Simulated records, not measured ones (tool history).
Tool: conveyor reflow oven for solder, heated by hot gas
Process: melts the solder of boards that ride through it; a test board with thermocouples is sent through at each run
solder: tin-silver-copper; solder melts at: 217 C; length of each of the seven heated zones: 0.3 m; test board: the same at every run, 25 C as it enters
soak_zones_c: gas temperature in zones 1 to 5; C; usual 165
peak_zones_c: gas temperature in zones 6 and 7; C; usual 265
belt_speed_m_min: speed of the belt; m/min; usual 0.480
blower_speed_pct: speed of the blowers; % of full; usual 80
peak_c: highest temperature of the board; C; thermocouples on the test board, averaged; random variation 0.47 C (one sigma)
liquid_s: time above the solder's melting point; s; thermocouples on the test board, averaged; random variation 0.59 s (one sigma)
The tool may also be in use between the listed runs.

run	hour	soak_zones_c	peak_zones_c	belt_speed_m_min	blower_speed_pct	peak_c	liquid_s
1	0.0	165	265	0.480	80	246.7	50.4
# hour 33.3: flux residue cleaned out of gas plates and filters
2	41.4	165	265	0.480	80	250.9	53.1
# hour 71.4: belt drive overhauled, speed set with a stopwatch
3	85.7	165	265	0.480	80	250.8	53.6
4	124.2	165	265	0.480	80	250.3	53.3
5	170.5	165	265	0.480	80	249.6	51.5
6	229.6	165	265	0.480	80	250.4	52.1
7	259.3	165	265	0.480	80	249.6	51.5
# hour 315.0: belt drive overhauled, speed set with a stopwatch, once more
8	315.5	165	265	0.480	80	248.8	51.6
9	355.9	165	265	0.480	80	248.5	51.0
10	425.6	165	265	0.421	80	251.4	61.3
11	487.1	165	265	0.497	80	246.3	46.9
12	536.2	166	265	0.497	80	245.5	45.6
13	578.9	166	265	0.497	80	245.9	46.1
14	649.1	165	265	0.573	80	239.8	33.4
# hour 664.1: flux residue cleaned out of gas plates and filters
15	695.6	165	265	0.573	80	244.1	38.2
16	748.6	165	265	0.480	80	248.9	52.0
17	814.4	166	280	0.480	64	259.0	56.5
18	853.7	165	263	0.397	80	251.7	67.7
19	924.1	163	263	0.480	58	241.7	42.9
20	953.7	163	279	0.575	80	253.7	43.3
21	997.2	164	255	0.512	66	234.4	32.6
22	1027.0	168	255	0.512	60	233.6	32.3
23	1081.0	168	260	0.512	80	240.5	42.0
24	1122.8	168	260	0.512	80	240.9	41.8
25	1192.1	165	270	0.492	80	249.4	49.0
26	1241.2	162	270	0.488	56	243.1	43.8
27	1279.0	162	270	0.488	56	243.2	43.5
# hour 1287.6: flux residue cleaned out of gas plates and filters
28	1314.3	165	280	0.455	75	262.7	64.2
29	1352.5	174	265	0.488	80	249.6	54.7
# hour 1419.2: thermocouples of zones 6 and 7 changed
30	1423.1	178	264	0.480	80	251.1	58.0
31	1455.2	165	265	0.480	66	246.6	50.5

3 ways to go on from here, each from the tool as it stands after run 31. What would each give?
A	1517.7	170	265	0.388	66	?	?
B	1517.7	173	265	0.480	89	?	?
C	1517.7	152	265	0.480	73	?	?

run	peak_c	liquid_s
A	253.7	71.3
B	252.2	56.9
C	245.9	44.8
Without the tool's hidden state the same runs would have given:
run	peak_c	liquid_s
A	254.9	72.0
B	253.7	57.7
C	247.6	46.2

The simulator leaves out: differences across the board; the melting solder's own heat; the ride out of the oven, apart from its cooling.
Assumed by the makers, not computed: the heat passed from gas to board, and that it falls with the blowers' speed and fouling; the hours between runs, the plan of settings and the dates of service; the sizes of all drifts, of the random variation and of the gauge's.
